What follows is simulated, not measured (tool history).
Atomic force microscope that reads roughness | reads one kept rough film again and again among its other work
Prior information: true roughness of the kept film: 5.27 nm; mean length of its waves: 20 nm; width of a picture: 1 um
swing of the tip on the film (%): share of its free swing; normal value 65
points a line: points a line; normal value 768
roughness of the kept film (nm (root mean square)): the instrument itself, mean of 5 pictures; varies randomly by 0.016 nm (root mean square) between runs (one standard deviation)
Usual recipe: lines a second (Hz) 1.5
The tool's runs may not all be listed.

run	hour	lines a second (Hz)	swing of the tip on the film (%)	points a line	roughness of the kept film (nm (root mean square))
1	0	1.5	65	768	3.758
2	19.4	0.85	65	768	3.771
3	39	1.5	86	768	3.569
4	54.2	1.5	86	768	3.588
5	69	1.5	60	768	3.796
6	78	1.5	60	768	3.78
7	91	1.5	60	846	3.799
8	99.5	1.5	73	768	3.684
9	116.9	1.5	73	768	3.678
10	127.4	1.5	73	768	3.681
# hour 137.1: new tip fitted
11	141.8	1.5	73	768	3.71
12	151.9	1.5	65	768	3.786
13	165.6	1.5	59	768	3.77
14	181.3	1.5	59	768	3.786
15	191.3	1.5	59	768	3.784
16	199.4	1.5	65	768	3.758
17	208.5	1.6	63	768	3.749
18	222	0.76	82	926	3.756
19	239.4	1.5	76	860	3.694
20	254.5	1.5	72	773	3.717
21	272.3	1.5	56	773	3.79
22	283.2	1.5	56	773	3.802
23	297.3	1.5	56	773	3.795
24	317.4	3.55	63	782	3.666
25	326.6	3.61	77	770	3.457
26	339.7	0.91	79	266	3.626
27	356.2	0.72	80	751	3.742
# hour 363.6: new tip fitted
28	370.1	0.72	57	269	3.703
29	386	0.72	72	269	3.639
30	397.6	0.91	72	320	3.703
31	412.5	1.21	61	534	3.781
32	430.2	1.17	65	307	3.695

3 options for the next run, each taken on its own from the tool as it stands now. Forecast them:
A	445.4	1.5	60	768	?
B	445.4	1.17	65	307	?
C	445.4	2.23	59	307	?

run	roughness of the kept film (nm (root mean square))
A	3.758
B	3.691
C	3.689
Stripped of hidden state, with their random variation kept, the same runs would have yielded:
run	roughness of the kept film (nm (root mean square))
A	3.761
B	3.694
C	3.692
